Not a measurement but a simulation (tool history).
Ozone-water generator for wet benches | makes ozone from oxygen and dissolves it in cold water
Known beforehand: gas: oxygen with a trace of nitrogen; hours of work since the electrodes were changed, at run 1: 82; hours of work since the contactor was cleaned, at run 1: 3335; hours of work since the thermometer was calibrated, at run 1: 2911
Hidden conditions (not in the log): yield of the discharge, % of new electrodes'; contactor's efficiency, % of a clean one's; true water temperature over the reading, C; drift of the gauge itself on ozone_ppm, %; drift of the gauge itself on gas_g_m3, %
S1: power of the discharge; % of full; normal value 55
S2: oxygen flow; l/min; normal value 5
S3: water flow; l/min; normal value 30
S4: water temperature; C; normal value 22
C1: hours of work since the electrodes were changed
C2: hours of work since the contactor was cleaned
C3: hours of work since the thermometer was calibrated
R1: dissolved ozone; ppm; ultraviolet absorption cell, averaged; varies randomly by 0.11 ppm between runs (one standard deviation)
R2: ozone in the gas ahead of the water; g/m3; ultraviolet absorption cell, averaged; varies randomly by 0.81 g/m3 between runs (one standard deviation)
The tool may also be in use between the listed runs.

Run 1, hour 0: usual settings; C1 82; C2 3335; C3 2911. Result: R1 8.1 ppm, R2 126.6 g/m3.
Run 2, hour 30.9: usual settings but S3 20 l/min; C1 105; C2 3358; C3 2933. Result: R1 11.7 ppm, R2 126 g/m3.
Run 3, hour 98.4: usual settings; C1 153; C2 3406; C3 2982. Result: R1 8 ppm, R2 127.3 g/m3.
Run 4, hour 165.9: usual settings but S3 31 l/min; C1 202; C2 3455; C3 3031. Result: R1 7.8 ppm, R2 127.7 g/m3.
At hour 169.5: water thermometer calibrated.
Run 5, hour 214.6: usual settings; C1 237; C2 3490; C3 33. Result: R1 7.9 ppm, R2 126.7 g/m3.
Run 6, hour 264.9: usual settings; C1 273; C2 3526; C3 69. Result: R1 8.1 ppm, R2 126.7 g/m3.
Run 7, hour 314.7: usual settings; C1 309; C2 3562; C3 105. Result: R1 8.2 ppm, R2 124.9 g/m3.
Run 8, hour 375.8: usual settings; C1 353; C2 3606; C3 149. Result: R1 8.1 ppm, R2 126.7 g/m3.
Run 9, hour 434.2: usual settings; C1 395; C2 3648; C3 191. Result: R1 8.1 ppm, R2 125.2 g/m3.
Run 10, hour 499.2: usual settings; C1 442; C2 3695; C3 238. Result: R1 8 ppm, R2 126 g/m3.
Run 11, hour 552.7: usual settings; C1 481; C2 3734; C3 276. Result: R1 8 ppm, R2 125.6 g/m3.
Run 12, hour 614.1: usual settings; C1 525; C2 3778; C3 321. Result: R1 8.2 ppm, R2 124.8 g/m3.
Run 13, hour 675.7: usual settings; C1 570; C2 3823; C3 365. Result: R1 7.9 ppm, R2 125.7 g/m3.
Run 14, hour 720.8: usual settings; C1 602; C2 3855; C3 398. Result: R1 8 ppm, R2 124.3 g/m3.
Run 15, hour 762.1: usual settings; C1 632; C2 3885; C3 428. Result: R1 8.2 ppm, R2 124.7 g/m3.
Run 16, hour 813.4: usual settings; C1 669; C2 3922; C3 465. Result: R1 8 ppm, R2 125.4 g/m3.
Run 17, hour 884.6: usual settings but S1 52 % of full, S2 3.84 l/min, S3 19 l/min; C1 720; C2 3973; C3 516. Result: R1 11.5 ppm, R2 138.2 g/m3.
Run 18, hour 937.4: usual settings but S1 40 % of full, S2 6.78 l/min, S3 19 l/min, S4 24 C; C1 758; C2 4011; C3 554. Result: R1 8.8 ppm, R2 80.2 g/m3.
Run 19, hour 978.7: usual settings but S1 40 % of full, S2 6.78 l/min, S3 19 l/min, S4 24 C; C1 788; C2 4041; C3 584. Result: R1 8.7 ppm, R2 81.7 g/m3.
Run 20, hour 1023: usual settings but S1 65 % of full, S2 7.48 l/min, S3 40 l/min, S4 26 C; C1 820; C2 4073; C3 616. Result: R1 6.6 ppm, R2 114.2 g/m3.
Run 21, hour 1091.5: usual settings but S1 44 % of full, S2 5.14 l/min, S3 26 l/min, S4 18 C; C1 869; C2 4123; C3 665. Result: R1 8 ppm, R2 102.8 g/m3.
Run 22, hour 1162.6: usual settings but S2 7.31 l/min, S4 14 C; C1 921; C2 4174; C3 717. Result: R1 8.9 ppm, R2 101.8 g/m3.
Run 23, hour 1213.1: usual settings but S1 51 % of full, S4 19 C; C1 957; C2 4210; C3 753. Result: R1 7.5 ppm, R2 115.8 g/m3.
Run 24, hour 1273.5: usual settings but S1 51 % of full, S4 19 C; C1 1001; C2 4254; C3 796. Result: R1 7.6 ppm, R2 116.3 g/m3.
Run 25, hour 1343.2: usual settings but S1 56 % of full, S3 22 l/min, S4 19 C; C1 1051; C2 4304; C3 847. Result: R1 11.1 ppm, R2 124.3 g/m3.
Run 26, hour 1381.5: usual settings but S1 42 % of full, S3 24 l/min, S4 17 C; C1 1079; C2 4332; C3 874. Result: R1 8.4 ppm, R2 99.9 g/m3.
Run 27, hour 1412.1: usual settings but S1 42 % of full, S3 24 l/min, S4 17 C; C1 1101; C2 4354; C3 896. Result: R1 8.4 ppm, R2 100.4 g/m3.
Run 28, hour 1466.8: usual settings but S1 42 % of full, S3 24 l/min, S4 17 C; C1 1140; C2 4393; C3 936. Result: R1 8.4 ppm, R2 100.9 g/m3.
Run 29, hour 1538.4: usual settings but S1 42 % of full, S3 24 l/min, S4 17 C; C1 1192; C2 4445; C3 988. Result: R1 8.1 ppm, R2 99.3 g/m3.
Run 30, hour 1591: usual settings but S1 42 % of full, S3 24 l/min, S4 17 C; C1 1230; C2 4483; C3 1026. Result: R1 8.1 ppm, R2 99.7 g/m3.
Run 31, hour 1654.5: usual settings but S1 42 % of full, S2 3.12 l/min, S3 24 l/min, S4 29 C; C1 1276; C2 4529; C3 1071. Result: R1 6.8 ppm, R2 129.1 g/m3.
Run 32, hour 1724.4: usual settings but S1 42 % of full, S2 3.12 l/min, S3 24 l/min, S4 29 C; C1 1326; C2 4579; C3 1122. Result: R1 7 ppm, R2 129.9 g/m3.

Forecast each of these 3 alternatives for the next run:
Run A, hour 1782.5: usual settings but S2 3.76 l/min; C1 1368; C2 4621; C3 1164. Result: R1 ?, R2 ?.
Run B, hour 1782.5: usual settings but S1 42 % of full, S2 4.12 l/min; C1 1368; C2 4621; C3 1164. Result: R1 ?, R2 ?.
Run C, hour 1782.5: usual settings but S1 50 % of full, S3 34 l/min, S4 16 C; C1 1368; C2 4621; C3 1164. Result: R1 ?, R2 ?.

run   R1     R2
  A  7.7  143.8
  B  6.1  110.4
  C  6.9  113.3
Stripped of hidden state, with their random variation kept, the same runs would have yielded:
run   R1     R2
  A  8.2  148.2
  B  6.5  112.9
  C  7.3  116.5
